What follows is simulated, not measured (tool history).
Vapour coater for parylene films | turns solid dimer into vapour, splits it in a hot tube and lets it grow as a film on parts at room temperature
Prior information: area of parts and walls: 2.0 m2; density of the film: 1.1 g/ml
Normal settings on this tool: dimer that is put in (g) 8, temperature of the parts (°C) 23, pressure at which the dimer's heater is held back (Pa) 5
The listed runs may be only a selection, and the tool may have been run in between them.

run   hour  dimer that is put in (g)  temperature of the parts (°C)  pressure at which the dimer's heater is held back (Pa)  thickness of the film (µm)
  1      0                         8                             23                                                       5                        2.28
  2   14.8                         8                             23                                                       5                        2.26
  3   25.9                         8                             23                                                    3.01                        2.34
  4   38.2                         8                             23                                                    3.01                        2.34
  5   49.7                         8                             23                                                    3.01                        2.26
  6   62.7                         8                             19                                                       5                        2.46
  7   76.3                         8                             19                                                       5                        2.39
  8   85.5                         8                             19                                                       5                        2.38
  9   96.2                         8                             19                                                       5                        2.41
     109.1  -- trap's valve overhauled
 10  110.7                         8                             19                                                       5                        2.69
 11  125.6                         3                             23                                                       5                        0.93
 12  135.8                         8                             23                                                    6.87                        2.43
 13  143.8                         8                             23                                                    7.36                        2.41
 14  155.3                         8                             23                                                       5                        2.51
 15  168.9                         8                             23                                                       5                        2.47
 16  181.8                         8                             35                                                       5                        1.92
 17  194.3                         8                             35                                                       5                        1.92
 18  206.1                         8                             35                                                       5                        1.91
 19  218.2                        11                             23                                                       5                        3.29
 20  232.8                        11                             23                                                       5                        3.28
 21  242.8                        14                             23                                                       5                        4.22
 22  256.7                        14                             23                                                    2.56                        4.42
 23  264.1                        14                             23                                                    2.56                         4.4
 24    278                         3                             23                                                       5                        0.87
 25  290.5                         8                             25                                                     4.7                         2.3
 26  298.9                         8                             25                                                     4.7                         2.3
 27  309.6                         5                             23                                                    3.99                        1.49
 28  324.3                         5                             23                                                    3.99                         1.5
 29  337.7                         5                             23                                                    3.99                        1.49
 30  349.7                         5                             33                                                     4.1                        1.26
 31  362.2                         8                             33                                                     4.1                        1.96
 32    374                         4                             21                                                       5                        1.22
 33    386                         4                             16                                                    2.02                         1.4
 34  402.4                         8                             20                                                   10.95                        2.32
 35    417                         4                             19                                                    7.73                        1.18
 36  424.9                         8                             23                                                       5                        2.28
 37  436.5                         5                             23                                                       5                        1.43
 38  452.9                         8                             26                                                    8.31                        2.07
 39  466.6                         9                             31                                                    2.24                        2.34
 40  477.1                         9                             31                                                    2.24                        2.33
 41  486.4                         8                             23                                                    2.52                        2.34

Run 42, settings as shown, results not yet in. Your forecast:
 42  495.3                         8                             23                                                    2.52                           ?

thickness of the film (µm): 2.38
Were there no unlogged condition in the tool, this run, its random variation unchanged, would have produced thickness of the film (µm) 2.62.
